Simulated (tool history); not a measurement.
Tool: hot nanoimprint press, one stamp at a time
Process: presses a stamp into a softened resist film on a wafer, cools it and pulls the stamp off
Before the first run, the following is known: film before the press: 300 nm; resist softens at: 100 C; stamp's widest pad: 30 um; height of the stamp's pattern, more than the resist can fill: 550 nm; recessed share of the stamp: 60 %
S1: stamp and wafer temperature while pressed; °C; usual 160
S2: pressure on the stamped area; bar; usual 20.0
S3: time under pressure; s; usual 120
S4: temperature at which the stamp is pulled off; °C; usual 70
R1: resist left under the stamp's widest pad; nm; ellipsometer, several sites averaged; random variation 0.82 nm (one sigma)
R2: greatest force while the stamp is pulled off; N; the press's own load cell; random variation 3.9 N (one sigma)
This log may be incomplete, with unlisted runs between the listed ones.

| run | hour | S1 | S2 | S3 | S4 | R1 | R2 |
|---|---|---|---|---|---|---|---|
| 1 | 0.0 | 160 | 20.0 | 120 | 70 | 125.3 | 253 |
| 2 | 14.3 | 160 | 20.0 | 120 | 70 | 126.1 | 248 |
| 3 | 25.2 | 160 | 20.0 | 120 | 70 | 124.6 | 255 |
| 4 | 31.9 | 160 | 20.0 | 120 | 62 | 123.9 | 276 |
| 5 | 38.7 | 160 | 20.0 | 120 | 62 | 126.3 | 281 |
| 6 | 46.8 | 160 | 20.0 | 120 | 62 | 124.8 | 265 |
| 7 | 63.0 | 160 | 20.0 | 120 | 70 | 124.3 | 250 |
| 8 | 73.5 | 160 | 20.0 | 120 | 70 | 123.2 | 266 |
| 9 | 87.4 | 160 | 20.0 | 120 | 70 | 123.7 | 263 |
| 10 | 100.2 | 160 | 20.0 | 120 | 70 | 124.7 | 266 |
| 11 | 108.4 | 160 | 20.0 | 120 | 70 | 123.7 | 270 |
| 12 | 121.0 | 160 | 20.0 | 120 | 70 | 124.0 | 261 |
| 13 | 130.6 | 160 | 21.7 | 120 | 70 | 119.0 | 264 |
| 14 | 141.3 | 160 | 21.7 | 120 | 70 | 118.9 | 272 |
| 15 | 150.6 | 160 | 21.7 | 120 | 70 | 119.3 | 257 |
| 16 | 163.9 | 160 | 20.0 | 120 | 70 | 123.9 | 266 |
| 17 | 175.6 | 152 | 20.0 | 79 | 57 | 190.7 | 310 |
| 18 | 184.0 | 152 | 20.0 | 137 | 75 | 160.3 | 258 |
| 19 | 199.3 | 171 | 26.3 | 135 | 61 | 67.5 | 294 |
| 20 | 210.5 | 171 | 26.3 | 135 | 61 | 66.8 | 308 |
| 21 | 222.6 | 171 | 26.3 | 135 | 61 | 66.9 | 294 |
| 22 | 236.6 | 151 | 26.3 | 135 | 61 | 148.2 | 297 |
| 23 | 243.5 | 151 | 26.3 | 135 | 61 | 147.6 | 302 |
| 24 | 256.8 | 160 | 16.0 | 120 | 70 | 135.4 | 275 |
| 25 | 265.2 | 161 | 20.0 | 192 | 78 | 97.7 | 265 |
| 26 | 281.0 | 161 | 20.0 | 192 | 78 | 96.8 | 257 |
| 27 | 292.5 | 152 | 21.0 | 73 | 77 | 189.4 | 273 |
| 28 | 308.5 | 152 | 21.0 | 73 | 77 | 189.5 | 259 |
| 29 | 320.9 | 152 | 21.0 | 73 | 77 | 188.7 | 269 |
| 30 | 329.2 | 164 | 12.9 | 181 | 56 | 110.7 | 335 |
| 31 | 343.8 | 164 | 12.9 | 181 | 56 | 110.8 | 215 |

Not shown: 1 entry that the log had between the listed runs. Between which runs, and how does the tool's hidden state differ before and after?
After run 30, before run 31: stamp cleaned and given a new release coat (hour 343.8)
  true temperature over the reading, C: 0.99 -> 1; pressure that arrives at the usual setting, %: 97.23 -> 97.19; grip of the stamp's worn release coat, % over a new coat's: 53.4 -> 0
  difference, measured minus the result without the unlogged condition, R1: -3.2 -> -3.2 nm; R2: +115 -> -1 N
